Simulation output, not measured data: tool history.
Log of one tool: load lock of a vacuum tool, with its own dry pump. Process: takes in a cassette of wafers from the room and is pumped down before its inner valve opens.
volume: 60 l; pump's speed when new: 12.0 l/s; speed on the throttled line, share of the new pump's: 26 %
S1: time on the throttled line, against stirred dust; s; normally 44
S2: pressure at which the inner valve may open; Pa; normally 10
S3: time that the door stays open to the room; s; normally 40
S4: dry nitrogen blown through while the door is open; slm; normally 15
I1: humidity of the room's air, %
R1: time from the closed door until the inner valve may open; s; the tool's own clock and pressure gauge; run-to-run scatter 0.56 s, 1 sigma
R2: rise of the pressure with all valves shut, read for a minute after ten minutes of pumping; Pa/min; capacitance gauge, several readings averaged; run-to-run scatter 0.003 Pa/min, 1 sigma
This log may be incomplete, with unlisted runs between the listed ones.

run    hour  S1  S2   S3  S4    I1    R1     R2
  1       0  44  10   40  15    49  85.2  0.045
  2   116.5  44  10   40  15  42.1  85.4  0.036
  3   258.8  44  10   40  15    49  83.6  0.042
  4   358.4  44  10   40  15  40.4  86.3  0.047
  5   462.8  44  10   40  15    42  84.5  0.043
  6   571.7  44  10   40  15    49  85.1  0.041
  7   648.2  44  10   40  15  42.7  85.2  0.041
  8     756  45  10   40  15  42.7  85.5   0.04
  9   856.2  45  10   40  15    43  86.6  0.041
 10   959.8  44  10   40  15  44.5    85  0.047
 11  1022.9  44  10   40  15  45.2  86.3  0.045
 12  1146.2  44  10   40  15  45.6    86  0.049
 13  1211.6  44  10   40  15  45.4  85.4  0.043
 14  1277.6  44  10   40  15  42.7  84.5  0.045
 15  1335.7  44  10   40  15  44.4  85.5  0.046
 16  1398.2  44  10   40  15  43.2  85.9  0.046
 17  1477.1  44  10   40  23  45.9  86.2  0.047
 18  1582.3  44  10   25  42    44  86.2  0.038
 19  1641.2  44  10   25  42  46.7  87.4  0.034
 20    1730  44  10   25  42  44.5  85.3  0.037
 21  1866.4  44  10   25  42  44.6  86.2  0.038
 22  2007.2  44   8   25   5  43.6  87.5  0.057
 23  2090.1  44   8   25   5  46.9  87.5  0.057
 24  2210.9  32  10   27  10    46  78.5  0.057
 25  2288.2  32  10   27  10    44  79.1  0.057
 26  2415.6  32  14   49  10  46.8  76.5  0.069
 27  2528.3  44  15  162  15  48.2  83.9  0.083
 28  2657.3  47   8   41  32  50.1  89.7  0.053
 29  2760.7  40  14  116  15  45.2  81.1  0.073

Consider 3 possible next runs. They are alternatives, not a sequence: every one starts from the tool as it was left by run 29. What does each give?
  A  2859.4  28  14  116  15  48.2   ?   ?
  B  2859.4  39  14   29  44  43.7   ?   ?
  C  2859.4  32  14  116  15  44.8   ?   ?

run    R1     R2
  A  73.4  0.078
  B  82.9  0.043
  C  77.3  0.073
Stripped of hidden state, with their random variation kept, the same runs would have yielded:
run    R1     R2
  A  64.9  0.042
  B  74.9  0.007
  C  69.1  0.037
